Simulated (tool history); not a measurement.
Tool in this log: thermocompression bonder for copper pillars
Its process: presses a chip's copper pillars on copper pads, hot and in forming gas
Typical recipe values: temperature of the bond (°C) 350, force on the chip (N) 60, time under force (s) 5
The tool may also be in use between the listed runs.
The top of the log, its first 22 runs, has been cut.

run	day	temperature of the bond (°C)	force on the chip (N)	time under force (s)	hours of work since the heater was calibrated	hours of work since the force cell was calibrated	hours of work since the gas filter was changed	force that shears a chip off (N)
23	7.958	350	60	3	682	273	62	81
24	8.325	332	40	5	688	278	68	60.4
25	8.717	326	60	5	694	285	74	80.4
26	9.183	329	49	10	702	292	82	88.6
27	9.625	378	53	5	709	299	89	101.5
28	9.962	350	60	7	714	304	94	103.8
29	10.171	366	81	15	718	308	98	140.4
30	10.5	366	44	3	723	313	103	69.8
31	10.775	366	44	3	727	317	107	70.6
32	11.179	366	44	3	733	324	114	71
33	11.642	366	44	3	741	331	121	70

What if the next run were any one of these 5? Each begins from the tool's condition after run 33:
A	11.975	354	78	13	746	336	126	?
B	11.975	366	38	14	746	336	126	?
C	11.975	320	65	13	746	336	126	?
D	11.975	350	53	13	746	336	126	?
E	11.975	379	60	5	746	336	126	?

run	force that shears a chip off (N)
A	132.7
B	101.8
C	107.8
D	111.7
E	108.8
Take away the tool's hidden state, keep each run's random variation, and the runs would have read:
run	force that shears a chip off (N)
A	133.4
B	101.8
C	107.5
D	111.7
E	109.1
